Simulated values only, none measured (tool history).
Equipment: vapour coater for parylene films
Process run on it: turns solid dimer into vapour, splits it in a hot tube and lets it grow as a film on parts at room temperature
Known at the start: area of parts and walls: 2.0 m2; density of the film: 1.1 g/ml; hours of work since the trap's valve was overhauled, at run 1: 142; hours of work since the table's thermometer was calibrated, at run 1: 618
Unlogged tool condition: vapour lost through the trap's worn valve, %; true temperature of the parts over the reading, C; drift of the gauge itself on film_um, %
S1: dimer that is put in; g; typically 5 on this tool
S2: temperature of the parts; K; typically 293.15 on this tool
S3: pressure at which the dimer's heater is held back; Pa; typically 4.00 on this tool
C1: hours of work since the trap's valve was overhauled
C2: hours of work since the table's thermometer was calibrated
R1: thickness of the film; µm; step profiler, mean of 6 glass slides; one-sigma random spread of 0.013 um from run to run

{"run": 1, "day": 0.0, "S1": 5, "S2": 293.15, "S3": 4.0, "C1": 142, "C2": 618, "R1": 1.16}
{"run": 2, "day": 1.221, "S1": 5, "S2": 293.15, "S3": 4.0, "C1": 157, "C2": 633, "R1": 1.15}
{"run": 3, "day": 1.85, "S1": 5, "S2": 293.15, "S3": 4.37, "C1": 165, "C2": 641, "R1": 1.15}
{"run": 4, "day": 3.038, "S1": 5, "S2": 293.15, "S3": 9.88, "C1": 179, "C2": 655, "R1": 1.03}
{"run": 5, "day": 4.279, "S1": 5, "S2": 293.15, "S3": 4.0, "C1": 195, "C2": 671, "R1": 1.15}
{"run": 6, "day": 4.875, "S1": 5, "S2": 293.15, "S3": 4.0, "C1": 202, "C2": 678, "R1": 1.16}
{"run": 7, "day": 6.112, "S1": 5, "S2": 293.15, "S3": 4.0, "C1": 217, "C2": 693, "R1": 1.15}
{"day": 6.242, "done": "table's thermometer calibrated"}
{"run": 8, "day": 6.692, "S1": 7, "S2": 295.15, "S3": 3.56, "C1": 224, "C2": 6, "R1": 1.47}

Run 9 is up next; what results do you expect?
{"run": 9, "day": 7.225, "S1": 2, "S2": 293.15, "S3": 8.52, "C1": 231, "C2": 12, "R1": "?"}

{"run 9": {"R1": 0.41}}
Had the tool carried no hidden state, the very same run would have given R1 0.42 µm.
